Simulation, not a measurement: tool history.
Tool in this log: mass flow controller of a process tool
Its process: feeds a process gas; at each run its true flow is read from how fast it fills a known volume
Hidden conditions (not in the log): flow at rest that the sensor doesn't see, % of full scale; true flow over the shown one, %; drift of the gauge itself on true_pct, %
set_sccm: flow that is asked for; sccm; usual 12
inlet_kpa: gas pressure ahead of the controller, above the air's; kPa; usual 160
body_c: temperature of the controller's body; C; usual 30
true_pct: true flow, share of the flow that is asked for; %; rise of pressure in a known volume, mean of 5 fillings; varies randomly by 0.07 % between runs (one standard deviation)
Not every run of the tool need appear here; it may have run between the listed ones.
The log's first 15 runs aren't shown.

run	hour	set_sccm	inlet_kpa	body_c	hours of work since the controller was set to zero	hours of work since the controller was changed	true_pct
16	1274.0	12	160	30	3864	3864	99.11
17	1369.3	12	160	30	3930	3930	99.02
18	1457.3	12	160	30	3992	3992	99.10
19	1567.3	12	160	30	4069	4069	99.10
20	1645.1	12	160	30	4124	4124	99.12
21	1749.5	12	252	37	4197	4197	99.43
22	1839.2	10	236	37	4260	4260	99.34
# hour 1855.4: controller's zero set anew
23	1925.8	3	262	30	49	4321	97.92
24	1988.1	16	156	30	93	4364	99.63
25	2058.5	12	160	22	143	4414	98.58
26	2154.2	15	213	25	210	4481	99.37
27	2211.3	15	213	25	250	4521	99.24
28	2283.4	9	233	25	300	4572	98.54
29	2397.4	2	241	22	380	4652	97.35
30	2512.3	2	241	22	461	4732	97.27
31	2569.6	7	241	23	501	4773	98.13
32	2624.5	7	241	23	540	4811	98.14
33	2697.6	7	241	23	591	4863	98.22
34	2794.6	2	222	23	659	4931	97.34
35	2876.6	2	222	23	717	4988	97.34
36	3000.2	8	272	34	804	5075	99.05
37	3119.3	7	233	26	887	5159	98.34
38	3219.2	7	233	26	957	5229	98.14
39	3344.1	7	233	26	1045	5316	98.22

Each row is a separate what-if for the run after 39, all from the same tool condition, not one after another. Results?
A	3426.8	11	233	23	1103	5375	?
B	3426.8	12	160	32	1103	5375	?
C	3426.8	13	193	30	1103	5375	?
D	3426.8	7	144	26	1103	5375	?
E	3426.8	13	197	21	1103	5375	?

run	true_pct
A	98.65
B	99.17
C	99.37
D	98.12
E	98.77
Without the tool's hidden state the same runs would have given:
run	true_pct
A	98.65
B	99.17
C	99.37
D	98.12
E	98.77
